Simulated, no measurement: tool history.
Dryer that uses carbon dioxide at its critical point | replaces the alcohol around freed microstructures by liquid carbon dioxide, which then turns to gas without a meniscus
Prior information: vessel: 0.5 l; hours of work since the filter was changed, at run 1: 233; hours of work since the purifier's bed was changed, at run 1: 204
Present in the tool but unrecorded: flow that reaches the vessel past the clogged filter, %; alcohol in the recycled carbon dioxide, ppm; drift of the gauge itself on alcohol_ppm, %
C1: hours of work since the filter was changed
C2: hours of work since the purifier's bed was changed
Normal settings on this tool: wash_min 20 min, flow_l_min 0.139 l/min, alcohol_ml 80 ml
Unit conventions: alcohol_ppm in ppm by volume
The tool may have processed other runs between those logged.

{"run": 1, "day": 0.0, "wash_min": 20, "flow_l_min": 0.139, "alcohol_ml": 80, "C1": 233, "C2": 204, "alcohol_ppm": 4499}
{"run": 2, "day": 0.854, "wash_min": 20, "flow_l_min": 0.139, "alcohol_ml": 55, "C1": 248, "C2": 219, "alcohol_ppm": 3239}
{"run": 3, "day": 1.408, "wash_min": 20, "flow_l_min": 0.139, "alcohol_ml": 55, "C1": 258, "C2": 229, "alcohol_ppm": 3285}
{"run": 4, "day": 2.692, "wash_min": 20, "flow_l_min": 0.139, "alcohol_ml": 55, "C1": 281, "C2": 252, "alcohol_ppm": 3474}
{"run": 5, "day": 3.562, "wash_min": 20, "flow_l_min": 0.139, "alcohol_ml": 69, "C1": 296, "C2": 267, "alcohol_ppm": 4571}
{"day": 4.204, "done": "inlet filter changed"}
{"run": 6, "day": 4.346, "wash_min": 20, "flow_l_min": 0.139, "alcohol_ml": 69, "C1": 3, "C2": 280, "alcohol_ppm": 2241}
{"run": 7, "day": 5.188, "wash_min": 20, "flow_l_min": 0.132, "alcohol_ml": 69, "C1": 18, "C2": 296, "alcohol_ppm": 2836}
{"run": 8, "day": 6.121, "wash_min": 24, "flow_l_min": 0.132, "alcohol_ml": 43, "C1": 34, "C2": 312, "alcohol_ppm": 884}
{"run": 9, "day": 7.008, "wash_min": 24, "flow_l_min": 0.132, "alcohol_ml": 43, "C1": 50, "C2": 328, "alcohol_ppm": 936}
{"run": 10, "day": 7.662, "wash_min": 24, "flow_l_min": 0.132, "alcohol_ml": 43, "C1": 62, "C2": 340, "alcohol_ppm": 931}
{"run": 11, "day": 8.404, "wash_min": 24, "flow_l_min": 0.126, "alcohol_ml": 21, "C1": 75, "C2": 353, "alcohol_ppm": 614}
{"run": 12, "day": 9.171, "wash_min": 12, "flow_l_min": 0.186, "alcohol_ml": 49, "C1": 89, "C2": 367, "alcohol_ppm": 4313}

Consider 3 possible next runs. They are alternatives, not a sequence: every one starts from the tool as it was left by run 12. What does each give?
{"run": "A", "day": 9.967, "wash_min": 25, "flow_l_min": 0.186, "alcohol_ml": 96, "C1": 103, "C2": 381, "alcohol_ppm": "?"}
{"run": "B", "day": 9.967, "wash_min": 22, "flow_l_min": 0.154, "alcohol_ml": 80, "C1": 103, "C2": 381, "alcohol_ppm": "?"}
{"run": "C", "day": 9.967, "wash_min": 27, "flow_l_min": 0.139, "alcohol_ml": 43, "C1": 103, "C2": 381, "alcohol_ppm": "?"}

run=A alcohol_ppm=377
run=B alcohol_ppm=1497
run=C alcohol_ppm=523
Without the tool's hidden state the same runs would have given:
run=A alcohol_ppm=200
run=B alcohol_ppm=1045
run=C alcohol_ppm=314
